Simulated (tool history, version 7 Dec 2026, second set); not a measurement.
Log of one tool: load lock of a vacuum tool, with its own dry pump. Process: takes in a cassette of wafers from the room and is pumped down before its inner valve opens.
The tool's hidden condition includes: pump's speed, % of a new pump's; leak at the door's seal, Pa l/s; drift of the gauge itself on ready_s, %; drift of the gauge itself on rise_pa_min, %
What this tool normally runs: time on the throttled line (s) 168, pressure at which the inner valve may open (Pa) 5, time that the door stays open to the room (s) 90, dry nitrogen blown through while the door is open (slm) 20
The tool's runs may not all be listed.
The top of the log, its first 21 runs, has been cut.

run	hour	time on the throttled line (s)	pressure at which the inner valve may open (Pa)	time that the door stays open to the room (s)	dry nitrogen blown through while the door is open (slm)	hours that the pump has run since its overhaul	times that the door has closed on its seal	incoming humidity of the room's air, %	time from the closed door until the inner valve may open (s)	rise of the pressure with all valves shut (Pa/min)
22	1776.2	168	5	90	30	6120	17193	42.3	361.7	0.467
23	1853.8	242	5	28	10	6198	17530	46.7	417.2	0.468
24	1922.2	242	5	28	10	6266	17826	46.3	412.3	0.486
25	2020.4	132	5	27	20	6364	18253	44.1	338.8	0.501
26	2081.1	132	5	27	20	6425	18516	44.9	339.3	0.516
27	2148.8	168	5	90	5	6493	18810	44.2	370.5	0.569
28	2233.6	168	5	90	5	6578	19178	43.5	366.7	0.58
29	2306.4	168	5	33	20	6650	19494	44.8	369.4	0.562
30	2388	168	5	33	20	6732	19848	48.1	366.8	0.573
31	2437.5	115	6	33	20	6781	20063	44.9	324.9	0.583
32	2503.5	290	4	220	20	6847	20350	49.2	465.1	0.644

For run 33, what comes out?
# hour 2524.2: door's seal changed, seat wiped
33	2595.7	290	9	91	20	6938	310	42.4	?	?

time from the closed door until the inner valve may open (s): 438.3
rise of the pressure with all valves shut (Pa/min): 0.052
With no hidden state in the tool, this same run would have given time from the closed door until the inner valve may open (s) 419.4, rise of the pressure with all valves shut (Pa/min) 0.05.
